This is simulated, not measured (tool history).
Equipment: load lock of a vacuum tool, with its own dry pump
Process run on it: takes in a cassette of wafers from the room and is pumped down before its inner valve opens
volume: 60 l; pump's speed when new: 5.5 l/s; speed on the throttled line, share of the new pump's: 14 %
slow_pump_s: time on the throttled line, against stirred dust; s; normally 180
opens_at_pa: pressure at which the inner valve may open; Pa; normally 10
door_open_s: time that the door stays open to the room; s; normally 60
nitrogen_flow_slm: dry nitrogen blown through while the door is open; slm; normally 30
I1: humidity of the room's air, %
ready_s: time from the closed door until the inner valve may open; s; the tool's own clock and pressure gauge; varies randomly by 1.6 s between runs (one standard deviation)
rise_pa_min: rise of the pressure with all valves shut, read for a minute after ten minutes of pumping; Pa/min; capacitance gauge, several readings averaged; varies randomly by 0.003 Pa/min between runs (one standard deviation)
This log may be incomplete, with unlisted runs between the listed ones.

run 1 hour=0 | slow_pump_s=180 opens_at_pa=10 door_open_s=60 nitrogen_flow_slm=30 | I1=46.6 | ready_s=258.7 rise_pa_min=0.14
run 2 hour=348.7 | slow_pump_s=180 opens_at_pa=10 door_open_s=60 nitrogen_flow_slm=30 | I1=43.6 | ready_s=259.4 rise_pa_min=0.144
run 3 hour=937.4 | slow_pump_s=180 opens_at_pa=13 door_open_s=60 nitrogen_flow_slm=30 | I1=40.4 | ready_s=254 rise_pa_min=0.144
run 4 hour=1271.3 | slow_pump_s=180 opens_at_pa=13 door_open_s=60 nitrogen_flow_slm=30 | I1=42.1 | ready_s=254.6 rise_pa_min=0.15
run 5 hour=1775.5 | slow_pump_s=180 opens_at_pa=13 door_open_s=60 nitrogen_flow_slm=30 | I1=49 | ready_s=258 rise_pa_min=0.162
run 6 hour=2184 | slow_pump_s=180 opens_at_pa=8 door_open_s=60 nitrogen_flow_slm=30 | I1=42.4 | ready_s=261.7 rise_pa_min=0.159
run 7 hour=2646 | slow_pump_s=302 opens_at_pa=10 door_open_s=60 nitrogen_flow_slm=30 | I1=41.9 | ready_s=363.2 rise_pa_min=0.169
run 8 hour=3058.9 | slow_pump_s=237 opens_at_pa=10 door_open_s=60 nitrogen_flow_slm=30 | I1=44.1 | ready_s=311.1 rise_pa_min=0.172
run 9 hour=3553.2 | slow_pump_s=180 opens_at_pa=10 door_open_s=222 nitrogen_flow_slm=30 | I1=46.8 | ready_s=260.9 rise_pa_min=0.212
run 10 hour=4137.8 | slow_pump_s=180 opens_at_pa=10 door_open_s=222 nitrogen_flow_slm=30 | I1=44.1 | ready_s=262.5 rise_pa_min=0.215
run 11 hour=4521.7 | slow_pump_s=180 opens_at_pa=10 door_open_s=222 nitrogen_flow_slm=30 | I1=46.5 | ready_s=262.6 rise_pa_min=0.22
run 12 hour=4919.6 | slow_pump_s=180 opens_at_pa=10 door_open_s=222 nitrogen_flow_slm=30 | I1=41.5 | ready_s=261.8 rise_pa_min=0.22
run 13 hour=5467 | slow_pump_s=180 opens_at_pa=10 door_open_s=222 nitrogen_flow_slm=30 | I1=45.7 | ready_s=264.2 rise_pa_min=0.243
run 14 hour=5739.1 | slow_pump_s=180 opens_at_pa=18 door_open_s=60 nitrogen_flow_slm=30 | I1=45.1 | ready_s=255.8 rise_pa_min=0.206
run 15 hour=6305.4 | slow_pump_s=180 opens_at_pa=18 door_open_s=60 nitrogen_flow_slm=30 | I1=44 | ready_s=261.1 rise_pa_min=0.213
run 16 hour=6662.1 | slow_pump_s=180 opens_at_pa=18 door_open_s=60 nitrogen_flow_slm=30 | I1=43.6 | ready_s=261.4 rise_pa_min=0.212
run 17 hour=7196.9 | slow_pump_s=180 opens_at_pa=18 door_open_s=60 nitrogen_flow_slm=30 | I1=44.2 | ready_s=261.4 rise_pa_min=0.224
run 18 hour=7442.3 | slow_pump_s=180 opens_at_pa=9 door_open_s=60 nitrogen_flow_slm=30 | I1=44.8 | ready_s=266.9 rise_pa_min=0.229
run 19 hour=7797.2 | slow_pump_s=180 opens_at_pa=9 door_open_s=60 nitrogen_flow_slm=30 | I1=45.7 | ready_s=267.9 rise_pa_min=0.237
run 20 hour=8318.5 | slow_pump_s=180 opens_at_pa=9 door_open_s=60 nitrogen_flow_slm=30 | I1=46 | ready_s=268.7 rise_pa_min=0.237
run 21 hour=8770.4 | slow_pump_s=140 opens_at_pa=12 door_open_s=31 nitrogen_flow_slm=43 | I1=46.7 | ready_s=235.7 rise_pa_min=0.239
run 22 hour=9204.4 | slow_pump_s=180 opens_at_pa=10 door_open_s=25 nitrogen_flow_slm=29 | I1=47.9 | ready_s=268.9 rise_pa_min=0.244
run 23 hour=9544.8 | slow_pump_s=178 opens_at_pa=9 door_open_s=60 nitrogen_flow_slm=30 | I1=46.6 | ready_s=268.7 rise_pa_min=0.254
run 24 hour=10069.1 | slow_pump_s=188 opens_at_pa=9 door_open_s=60 nitrogen_flow_slm=30 | I1=46.4 | ready_s=279.5 rise_pa_min=0.257
run 25 hour=10648.6 | slow_pump_s=187 opens_at_pa=11 door_open_s=28 nitrogen_flow_slm=24 | I1=43.9 | ready_s=274.9 rise_pa_min=0.264
run 26 hour=10964.6 | slow_pump_s=187 opens_at_pa=13 door_open_s=28 nitrogen_flow_slm=24 | I1=44.4 | ready_s=275 rise_pa_min=0.28
run 27 hour=11427.6 | slow_pump_s=121 opens_at_pa=15 door_open_s=28 nitrogen_flow_slm=24 | I1=48.2 | ready_s=219.9 rise_pa_min=0.285
run 28 hour=11937.3 | slow_pump_s=121 opens_at_pa=15 door_open_s=28 nitrogen_flow_slm=24 | I1=44.3 | ready_s=220.2 rise_pa_min=0.284
run 29 hour=12176.4 | slow_pump_s=102 opens_at_pa=15 door_open_s=80 nitrogen_flow_slm=24 | I1=43.8 | ready_s=204 rise_pa_min=0.304
run 30 hour=12511.9 | slow_pump_s=180 opens_at_pa=10 door_open_s=188 nitrogen_flow_slm=38 | I1=47.8 | ready_s=275.5 rise_pa_min=0.321
run 31 hour=12760.9 | slow_pump_s=180 opens_at_pa=10 door_open_s=188 nitrogen_flow_slm=38 | I1=44.6 | ready_s=278.4 rise_pa_min=0.331
run 32 hour=13136.2 | slow_pump_s=180 opens_at_pa=10 door_open_s=188 nitrogen_flow_slm=38 | I1=47.4 | ready_s=274.7 rise_pa_min=0.336
run 33 hour=13489.2 | slow_pump_s=122 opens_at_pa=10 door_open_s=46 nitrogen_flow_slm=38 | I1=43.1 | ready_s=227.1 rise_pa_min=0.314
run 34 hour=13898.4 | slow_pump_s=180 opens_at_pa=15 door_open_s=60 nitrogen_flow_slm=16 | I1=42.2 | ready_s=273.8 rise_pa_min=0.331
run 35 hour=14250 | slow_pump_s=180 opens_at_pa=15 door_open_s=60 nitrogen_flow_slm=16 | I1=45.8 | ready_s=272.8 rise_pa_min=0.348
run 36 hour=14631.7 | slow_pump_s=180 opens_at_pa=10 door_open_s=57 nitrogen_flow_slm=30 | I1=45.4 | ready_s=278.8 rise_pa_min=0.332

For each run, the measured value with the value that run would have given without the tool's hidden condition subtracted. The run-to-run variation is shared by both, the gauge scatter possibly not:
What the log doesn't record here: pump's speed, % of a new pump's; leak at the door's seal, Pa l/s; drift of the gauge itself on ready_s, %; drift of the gauge itself on rise_pa_min, %.
run=1 ready_s=+1.3 rise_pa_min=+0.111
run=2 ready_s=+1.7 rise_pa_min=+0.116
run=3 ready_s=+2.2 rise_pa_min=+0.124
run=4 ready_s=+2.5 rise_pa_min=+0.125
run=5 ready_s=+3.2 rise_pa_min=+0.131
run=6 ready_s=+3.9 rise_pa_min=+0.137
run=7 ready_s=+3.6 rise_pa_min=+0.141
run=8 ready_s=+4.4 rise_pa_min=+0.145
run=9 ready_s=+5.5 rise_pa_min=+0.149
run=10 ready_s=+6.2 rise_pa_min=+0.157
run=11 ready_s=+6.7 rise_pa_min=+0.163
run=12 ready_s=+7.3 rise_pa_min=+0.168
run=13 ready_s=+8.1 rise_pa_min=+0.178
run=14 ready_s=+7.6 rise_pa_min=+0.176
run=15 ready_s=+8.4 rise_pa_min=+0.187
run=16 ready_s=+9 rise_pa_min=+0.188
run=17 ready_s=+9.7 rise_pa_min=+0.198
run=18 ready_s=+11.2 rise_pa_min=+0.202
run=19 ready_s=+11.8 rise_pa_min=+0.207
run=20 ready_s=+12.5 rise_pa_min=+0.21
run=21 ready_s=+13.6 rise_pa_min=+0.223
run=22 ready_s=+13.7 rise_pa_min=+0.229
run=23 ready_s=+14.6 rise_pa_min=+0.228
run=24 ready_s=+15.2 rise_pa_min=+0.239
run=25 ready_s=+15.6 rise_pa_min=+0.247
run=26 ready_s=+15.8 rise_pa_min=+0.256
run=27 ready_s=+18.3 rise_pa_min=+0.261
run=28 ready_s=+19.2 rise_pa_min=+0.268
run=29 ready_s=+20.2 rise_pa_min=+0.266
run=30 ready_s=+19.4 rise_pa_min=+0.275
run=31 ready_s=+20 rise_pa_min=+0.283
run=32 ready_s=+20.3 rise_pa_min=+0.286
run=33 ready_s=+23.2 rise_pa_min=+0.292
run=34 ready_s=+20.7 rise_pa_min=+0.3
run=35 ready_s=+21.2 rise_pa_min=+0.309
run=36 ready_s=+23.3 rise_pa_min=+0.306

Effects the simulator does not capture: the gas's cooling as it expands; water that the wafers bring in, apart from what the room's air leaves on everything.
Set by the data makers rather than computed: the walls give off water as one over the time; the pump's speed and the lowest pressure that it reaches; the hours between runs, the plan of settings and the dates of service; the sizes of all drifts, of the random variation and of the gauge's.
